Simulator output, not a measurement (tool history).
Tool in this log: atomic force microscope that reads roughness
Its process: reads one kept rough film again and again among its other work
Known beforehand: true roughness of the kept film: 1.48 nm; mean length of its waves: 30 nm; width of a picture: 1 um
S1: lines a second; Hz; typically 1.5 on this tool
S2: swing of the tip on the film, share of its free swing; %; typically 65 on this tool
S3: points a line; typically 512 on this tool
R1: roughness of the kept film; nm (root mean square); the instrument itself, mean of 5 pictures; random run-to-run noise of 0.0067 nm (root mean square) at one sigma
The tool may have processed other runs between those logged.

run,hour,S1,S2,S3,R1
1,0,1.5,65,512,1.295
2,12.2,1.5,65,512,1.275
3,25.4,1.5,85,512,1.156
4,43.2,1.5,65,512,1.259
5,62.9,1.5,65,512,1.225
6,74.6,1.5,65,480,1.233
# hour 83.6: new tip fitted
7,96.2,0.83,65,512,1.347
8,113.4,0.83,65,512,1.353
9,123.5,0.83,65,512,1.335
10,135.3,0.83,65,512,1.325
11,148.7,0.83,65,512,1.292
# hour 151.5: height scale calibrated on a step standard
12,168.4,0.83,65,512,1.288
13,185.6,0.83,65,323,1.261
14,199.3,2.7,62,512,1.191
15,215.7,2.7,62,512,1.181

Predict the results of run 16:
# hour 217.9: new tip fitted
16,229.5,1.3,75,512,?

R1: 1.295 nm (root mean square)
Were there no unlogged condition in the tool, this run, its random variation unchanged, would have produced R1 1.304 nm (root mean square).
